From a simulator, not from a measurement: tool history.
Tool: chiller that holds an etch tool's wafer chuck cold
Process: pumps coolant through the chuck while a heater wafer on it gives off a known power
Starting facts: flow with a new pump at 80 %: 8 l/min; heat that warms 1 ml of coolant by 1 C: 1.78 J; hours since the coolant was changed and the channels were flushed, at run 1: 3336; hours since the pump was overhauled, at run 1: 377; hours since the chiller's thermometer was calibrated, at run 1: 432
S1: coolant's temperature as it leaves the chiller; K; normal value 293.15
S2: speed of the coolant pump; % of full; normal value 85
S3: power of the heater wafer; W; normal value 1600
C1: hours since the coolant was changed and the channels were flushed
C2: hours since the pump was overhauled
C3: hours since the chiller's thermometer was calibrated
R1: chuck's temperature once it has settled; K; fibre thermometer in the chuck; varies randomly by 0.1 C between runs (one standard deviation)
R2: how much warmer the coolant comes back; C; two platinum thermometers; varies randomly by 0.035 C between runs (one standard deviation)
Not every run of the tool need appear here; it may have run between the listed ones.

{"run": 1, "hour": 0.0, "S1": 293.15, "S2": 85, "S3": 1600, "C1": 3336, "C2": 377, "C3": 432, "R1": 307.75, "R2": 6.4}
{"run": 2, "hour": 29.3, "S1": 293.15, "S2": 85, "S3": 2383, "C1": 3365, "C2": 406, "C3": 461, "R1": 314.75, "R2": 9.5}
{"run": 3, "hour": 53.5, "S1": 293.15, "S2": 85, "S3": 2383, "C1": 3390, "C2": 430, "C3": 486, "R1": 314.45, "R2": 9.48}
{"run": 4, "hour": 69.7, "S1": 293.15, "S2": 85, "S3": 1141, "C1": 3406, "C2": 447, "C3": 502, "R1": 303.45, "R2": 4.57}
{"run": 5, "hour": 103.3, "S1": 293.15, "S2": 85, "S3": 1141, "C1": 3440, "C2": 480, "C3": 535, "R1": 303.45, "R2": 4.57}
{"run": 6, "hour": 125.4, "S1": 293.15, "S2": 85, "S3": 1532, "C1": 3462, "C2": 502, "C3": 558, "R1": 306.95, "R2": 6.13}
{"run": 7, "hour": 143.6, "S1": 293.15, "S2": 85, "S3": 1532, "C1": 3480, "C2": 520, "C3": 576, "R1": 306.95, "R2": 6.15}
{"run": 8, "hour": 163.6, "S1": 293.15, "S2": 85, "S3": 908, "C1": 3500, "C2": 541, "C3": 596, "R1": 301.45, "R2": 3.59}
{"run": 9, "hour": 195.0, "S1": 293.15, "S2": 85, "S3": 908, "C1": 3531, "C2": 572, "C3": 627, "R1": 301.45, "R2": 3.64}
{"run": 10, "hour": 227.9, "S1": 293.15, "S2": 85, "S3": 908, "C1": 3564, "C2": 605, "C3": 660, "R1": 301.45, "R2": 3.62}
{"run": 11, "hour": 249.0, "S1": 293.15, "S2": 85, "S3": 1569, "C1": 3585, "C2": 626, "C3": 681, "R1": 307.45, "R2": 6.34}
{"run": 12, "hour": 267.8, "S1": 289.15, "S2": 63, "S3": 1455, "C1": 3604, "C2": 645, "C3": 700, "R1": 307.05, "R2": 8.2}
{"run": 13, "hour": 292.3, "S1": 301.15, "S2": 64, "S3": 1936, "C1": 3628, "C2": 669, "C3": 724, "R1": 324.45, "R2": 10.66}
{"run": 14, "hour": 324.6, "S1": 293.15, "S2": 85, "S3": 1575, "C1": 3661, "C2": 702, "C3": 757, "R1": 307.55, "R2": 6.25}

Run 15, settings as shown, results not yet in. Your forecast:
{"run": 15, "hour": 348.1, "S1": 293.15, "S2": 85, "S3": 1575, "C1": 3684, "C2": 725, "C3": 780, "R1": "?", "R2": "?"}

Logged for run 15: R1 307.55 K, R2 6.32 C.
Minus the tool's unlogged condition, the same run would have read R1 306.45 K, R2 6.20 C.

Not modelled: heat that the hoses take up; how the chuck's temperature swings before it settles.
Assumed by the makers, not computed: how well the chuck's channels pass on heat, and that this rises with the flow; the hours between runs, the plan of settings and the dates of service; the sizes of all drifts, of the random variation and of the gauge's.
